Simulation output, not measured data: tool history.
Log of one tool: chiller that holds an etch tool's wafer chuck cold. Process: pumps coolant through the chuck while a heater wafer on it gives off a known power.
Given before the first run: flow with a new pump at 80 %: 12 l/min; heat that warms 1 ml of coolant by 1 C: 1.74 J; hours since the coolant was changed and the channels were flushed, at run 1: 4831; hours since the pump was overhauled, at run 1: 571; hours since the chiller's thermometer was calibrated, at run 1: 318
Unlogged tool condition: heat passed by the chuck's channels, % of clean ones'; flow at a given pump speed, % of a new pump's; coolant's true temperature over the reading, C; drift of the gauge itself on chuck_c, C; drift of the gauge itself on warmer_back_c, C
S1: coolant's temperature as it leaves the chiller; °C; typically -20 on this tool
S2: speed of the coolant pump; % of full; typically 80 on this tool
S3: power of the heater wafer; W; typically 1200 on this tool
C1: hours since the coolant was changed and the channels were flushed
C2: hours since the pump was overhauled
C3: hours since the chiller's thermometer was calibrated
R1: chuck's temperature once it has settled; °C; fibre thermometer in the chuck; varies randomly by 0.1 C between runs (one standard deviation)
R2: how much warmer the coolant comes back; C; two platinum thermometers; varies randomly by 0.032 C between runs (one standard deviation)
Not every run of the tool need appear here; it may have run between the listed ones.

{"run": 1, "hour": 0.0, "S1": -20, "S2": 80, "S3": 1200, "C1": 4831, "C2": 571, "C3": 318, "R1": -6.1, "R2": 3.46}
{"run": 2, "hour": 50.5, "S1": -20, "S2": 80, "S3": 615, "C1": 4882, "C2": 622, "C3": 369, "R1": -12.8, "R2": 1.78}
{"run": 3, "hour": 97.5, "S1": -20, "S2": 80, "S3": 615, "C1": 4929, "C2": 669, "C3": 416, "R1": -12.9, "R2": 1.77}
{"run": 4, "hour": 133.3, "S1": -20, "S2": 80, "S3": 1200, "C1": 4965, "C2": 705, "C3": 452, "R1": -6.2, "R2": 3.51}
{"run": 5, "hour": 212.6, "S1": -20, "S2": 80, "S3": 1200, "C1": 5044, "C2": 784, "C3": 531, "R1": -5.9, "R2": 3.46}
{"run": 6, "hour": 289.9, "S1": -20, "S2": 80, "S3": 1200, "C1": 5121, "C2": 861, "C3": 608, "R1": -6.0, "R2": 3.52}
{"run": 7, "hour": 368.6, "S1": -20, "S2": 80, "S3": 1200, "C1": 5200, "C2": 940, "C3": 687, "R1": -5.9, "R2": 3.46}
{"run": 8, "hour": 404.0, "S1": -20, "S2": 80, "S3": 1200, "C1": 5235, "C2": 975, "C3": 722, "R1": -6.0, "R2": 3.51}
{"run": 9, "hour": 465.9, "S1": -20, "S2": 97, "S3": 1200, "C1": 5297, "C2": 1037, "C3": 784, "R1": -7.2, "R2": 2.86}
{"run": 10, "hour": 549.1, "S1": -20, "S2": 97, "S3": 1200, "C1": 5381, "C2": 1121, "C3": 867, "R1": -7.4, "R2": 2.83}
{"run": 11, "hour": 607.5, "S1": -16, "S2": 61, "S3": 1155, "C1": 5439, "C2": 1179, "C3": 926, "R1": 0.1, "R2": 4.5}
{"run": 12, "hour": 675.9, "S1": -18, "S2": 86, "S3": 787, "C1": 5507, "C2": 1247, "C3": 994, "R1": -9.1, "R2": 2.15}
{"run": 13, "hour": 747.7, "S1": -29, "S2": 98, "S3": 787, "C1": 5579, "C2": 1319, "C3": 1066, "R1": -20.8, "R2": 1.89}
{"run": 14, "hour": 785.6, "S1": -17, "S2": 80, "S3": 785, "C1": 5617, "C2": 1357, "C3": 1104, "R1": -7.8, "R2": 2.33}

Run 15 is up next; what results do you expect?
{"run": 15, "hour": 822.2, "S1": -17, "S2": 80, "S3": 939, "C1": 5654, "C2": 1394, "C3": 1140, "R1": "?", "R2": "?"}

Run 15 measured R1 -5.9 °C, R2 2.72 C.
Had the tool carried no hidden state, the very same run would have given R1 -6.7 °C, R2 2.67 C.
